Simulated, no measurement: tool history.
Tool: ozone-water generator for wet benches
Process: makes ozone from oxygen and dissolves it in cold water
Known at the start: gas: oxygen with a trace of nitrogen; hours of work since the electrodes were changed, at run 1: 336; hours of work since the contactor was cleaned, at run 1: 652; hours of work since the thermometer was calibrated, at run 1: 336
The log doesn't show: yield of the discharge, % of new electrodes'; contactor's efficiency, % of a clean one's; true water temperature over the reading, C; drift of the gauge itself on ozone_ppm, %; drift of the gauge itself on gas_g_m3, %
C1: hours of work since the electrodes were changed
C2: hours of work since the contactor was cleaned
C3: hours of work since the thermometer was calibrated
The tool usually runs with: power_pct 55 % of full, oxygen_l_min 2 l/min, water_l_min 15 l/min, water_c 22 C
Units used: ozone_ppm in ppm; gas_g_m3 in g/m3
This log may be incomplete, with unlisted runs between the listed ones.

{"run": 1, "hour": 0.0, "power_pct": 55, "oxygen_l_min": 2, "water_l_min": 15, "water_c": 22, "C1": 336, "C2": 652, "C3": 336, "ozone_ppm": 9.5, "gas_g_m3": 178.5}
{"run": 2, "hour": 68.5, "power_pct": 55, "oxygen_l_min": 2, "water_l_min": 15, "water_c": 22, "C1": 387, "C2": 703, "C3": 387, "ozone_ppm": 9.6, "gas_g_m3": 177}
{"run": 3, "hour": 141.0, "power_pct": 55, "oxygen_l_min": 2, "water_l_min": 15, "water_c": 22, "C1": 440, "C2": 757, "C3": 440, "ozone_ppm": 9.7, "gas_g_m3": 177.8}
{"run": 4, "hour": 178.8, "power_pct": 52, "oxygen_l_min": 2, "water_l_min": 15, "water_c": 22, "C1": 468, "C2": 785, "C3": 468, "ozone_ppm": 9.3, "gas_g_m3": 169}
{"run": 5, "hour": 216.6, "power_pct": 52, "oxygen_l_min": 2, "water_l_min": 15, "water_c": 22, "C1": 497, "C2": 813, "C3": 497, "ozone_ppm": 9.1, "gas_g_m3": 169.8}
{"run": 6, "hour": 295.2, "power_pct": 52, "oxygen_l_min": 2, "water_l_min": 15, "water_c": 22, "C1": 555, "C2": 872, "C3": 555, "ozone_ppm": 8.8, "gas_g_m3": 169.1}
{"run": 7, "hour": 329.3, "power_pct": 53, "oxygen_l_min": 2, "water_l_min": 15, "water_c": 22, "C1": 580, "C2": 897, "C3": 580, "ozone_ppm": 8.9, "gas_g_m3": 172.7}
{"run": 8, "hour": 407.8, "power_pct": 53, "oxygen_l_min": 2, "water_l_min": 15, "water_c": 22, "C1": 639, "C2": 955, "C3": 639, "ozone_ppm": 9, "gas_g_m3": 171.8}
{"run": 9, "hour": 455.7, "power_pct": 53, "oxygen_l_min": 2, "water_l_min": 15, "water_c": 22, "C1": 674, "C2": 991, "C3": 674, "ozone_ppm": 9.3, "gas_g_m3": 174}
{"run": 10, "hour": 504.8, "power_pct": 53, "oxygen_l_min": 2, "water_l_min": 15, "water_c": 22, "C1": 711, "C2": 1027, "C3": 711, "ozone_ppm": 9, "gas_g_m3": 171.1}
{"run": 11, "hour": 562.8, "power_pct": 53, "oxygen_l_min": 2, "water_l_min": 15, "water_c": 22, "C1": 754, "C2": 1070, "C3": 754, "ozone_ppm": 8.9, "gas_g_m3": 170.4}
{"run": 12, "hour": 618.7, "power_pct": 55, "oxygen_l_min": 2, "water_l_min": 11, "water_c": 22, "C1": 795, "C2": 1112, "C3": 795, "ozone_ppm": 12.4, "gas_g_m3": 175}
{"run": 13, "hour": 657.6, "power_pct": 55, "oxygen_l_min": 2, "water_l_min": 15, "water_c": 22, "C1": 824, "C2": 1141, "C3": 824, "ozone_ppm": 9.1, "gas_g_m3": 177.9}
{"run": 14, "hour": 718.2, "power_pct": 49, "oxygen_l_min": 2, "water_l_min": 15, "water_c": 22, "C1": 869, "C2": 1186, "C3": 869, "ozone_ppm": 8.6, "gas_g_m3": 162}
{"run": 15, "hour": 786.6, "power_pct": 49, "oxygen_l_min": 2, "water_l_min": 15, "water_c": 22, "C1": 920, "C2": 1237, "C3": 920, "ozone_ppm": 8.3, "gas_g_m3": 161.5}
{"run": 16, "hour": 851.8, "power_pct": 55, "oxygen_l_min": 2, "water_l_min": 15, "water_c": 22, "C1": 968, "C2": 1285, "C3": 968, "ozone_ppm": 9.3, "gas_g_m3": 177.2}
{"run": 17, "hour": 909.4, "power_pct": 48, "oxygen_l_min": 1.16, "water_l_min": 15, "water_c": 22, "C1": 1011, "C2": 1328, "C3": 1011, "ozone_ppm": 6.5, "gas_g_m3": 188.2}
{"run": 18, "hour": 973.1, "power_pct": 99, "oxygen_l_min": 2.53, "water_l_min": 15, "water_c": 22, "C1": 1058, "C2": 1375, "C3": 1058, "ozone_ppm": 16, "gas_g_m3": 263.8}
{"run": 19, "hour": 1037.9, "power_pct": 55, "oxygen_l_min": 1.69, "water_l_min": 11, "water_c": 22, "C1": 1106, "C2": 1423, "C3": 1106, "ozone_ppm": 11.6, "gas_g_m3": 187.7}
{"run": 20, "hour": 1088.1, "power_pct": 97, "oxygen_l_min": 1.69, "water_l_min": 11, "water_c": 22, "C1": 1144, "C2": 1460, "C3": 1144, "ozone_ppm": 18.4, "gas_g_m3": 292.8}
{"run": 21, "hour": 1151.6, "power_pct": 97, "oxygen_l_min": 1.16, "water_l_min": 11, "water_c": 23, "C1": 1191, "C2": 1508, "C3": 1191, "ozone_ppm": 15.6, "gas_g_m3": 329.9}
{"run": 22, "hour": 1221.4, "power_pct": 55, "oxygen_l_min": 3.26, "water_l_min": 15, "water_c": 14, "C1": 1243, "C2": 1559, "C3": 1243, "ozone_ppm": 11.7, "gas_g_m3": 150.3}
{"run": 23, "hour": 1259.7, "power_pct": 67, "oxygen_l_min": 2, "water_l_min": 10, "water_c": 22, "C1": 1271, "C2": 1588, "C3": 1271, "ozone_ppm": 15.6, "gas_g_m3": 207.3}
{"run": 24, "hour": 1334.5, "power_pct": 44, "oxygen_l_min": 2.78, "water_l_min": 21, "water_c": 19, "C1": 1327, "C2": 1643, "C3": 1327, "ozone_ppm": 6.2, "gas_g_m3": 131.4}
{"run": 25, "hour": 1404.0, "power_pct": 44, "oxygen_l_min": 1.17, "water_l_min": 18, "water_c": 15, "C1": 1378, "C2": 1695, "C3": 1378, "ozone_ppm": 5.1, "gas_g_m3": 172.9}
{"run": 26, "hour": 1475.2, "power_pct": 44, "oxygen_l_min": 1.17, "water_l_min": 18, "water_c": 15, "C1": 1431, "C2": 1748, "C3": 1431, "ozone_ppm": 5.3, "gas_g_m3": 172.7}
{"run": 27, "hour": 1547.2, "power_pct": 55, "oxygen_l_min": 1.96, "water_l_min": 15, "water_c": 22, "C1": 1485, "C2": 1801, "C3": 1485, "ozone_ppm": 8.9, "gas_g_m3": 173.7}
{"run": 28, "hour": 1607.8, "power_pct": 60, "oxygen_l_min": 2, "water_l_min": 15, "water_c": 22, "C1": 1530, "C2": 1846, "C3": 1530, "ozone_ppm": 9.8, "gas_g_m3": 187.7}
{"run": 29, "hour": 1639.9, "power_pct": 92, "oxygen_l_min": 2, "water_l_min": 12, "water_c": 22, "C1": 1553, "C2": 1870, "C3": 1553, "ozone_ppm": 17.1, "gas_g_m3": 264.2}
{"run": 30, "hour": 1714.7, "power_pct": 92, "oxygen_l_min": 2, "water_l_min": 12, "water_c": 22, "C1": 1609, "C2": 1926, "C3": 1609, "ozone_ppm": 17, "gas_g_m3": 266.4}
{"run": 31, "hour": 1750.0, "power_pct": 99, "oxygen_l_min": 1.49, "water_l_min": 12, "water_c": 26, "C1": 1635, "C2": 1952, "C3": 1635, "ozone_ppm": 15.6, "gas_g_m3": 308.3}
{"run": 32, "hour": 1794.3, "power_pct": 50, "oxygen_l_min": 1.85, "water_l_min": 15, "water_c": 22, "C1": 1668, "C2": 1985, "C3": 1668, "ozone_ppm": 8, "gas_g_m3": 166.7}

Measured less the same run without the tool's hidden state. The same run-to-run variation is in both; the gauge's scatter may not be:
run=1 ozone_ppm=-0.2 gas_g_m3=-0.3
run=2 ozone_ppm=-0.1 gas_g_m3=-0.5
run=3 ozone_ppm=-0.1 gas_g_m3=-0.6
run=4 ozone_ppm=-0.1 gas_g_m3=-0.6
run=5 ozone_ppm=-0.2 gas_g_m3=-0.7
run=6 ozone_ppm=-0.2 gas_g_m3=-0.8
run=7 ozone_ppm=-0.2 gas_g_m3=-0.9
run=8 ozone_ppm=-0.2 gas_g_m3=-1.1
run=9 ozone_ppm=-0.2 gas_g_m3=-1.2
run=10 ozone_ppm=-0.2 gas_g_m3=-1.3
run=11 ozone_ppm=-0.3 gas_g_m3=-1.4
run=12 ozone_ppm=-0.3 gas_g_m3=-1.7
run=13 ozone_ppm=-0.3 gas_g_m3=-1.7
run=14 ozone_ppm=-0.2 gas_g_m3=-1.5
run=15 ozone_ppm=-0.3 gas_g_m3=-1.6
run=16 ozone_ppm=-0.3 gas_g_m3=-2.2
run=17 ozone_ppm=-0.2 gas_g_m3=-2.1
run=18 ozone_ppm=-0.8 gas_g_m3=-5.9
run=19 ozone_ppm=-0.5 gas_g_m3=-2.8
run=20 ozone_ppm=-0.9 gas_g_m3=-7.3
run=21 ozone_ppm=-0.8 gas_g_m3=-8.7
run=22 ozone_ppm=-0.6 gas_g_m3=-2.6
run=23 ozone_ppm=-0.7 gas_g_m3=-4.5
run=24 ozone_ppm=-0.3 gas_g_m3=-1.9
run=25 ozone_ppm=-0.3 gas_g_m3=-2.6
run=26 ozone_ppm=-0.2 gas_g_m3=-2.8
run=27 ozone_ppm=-0.4 gas_g_m3=-3.8
run=28 ozone_ppm=-0.5 gas_g_m3=-4.7
run=29 ozone_ppm=-1.1 gas_g_m3=-9.3
run=30 ozone_ppm=-1.1 gas_g_m3=-9.8
run=31 ozone_ppm=-1.2 gas_g_m3=-12.2
run=32 ozone_ppm=-0.5 gas_g_m3=-3.7

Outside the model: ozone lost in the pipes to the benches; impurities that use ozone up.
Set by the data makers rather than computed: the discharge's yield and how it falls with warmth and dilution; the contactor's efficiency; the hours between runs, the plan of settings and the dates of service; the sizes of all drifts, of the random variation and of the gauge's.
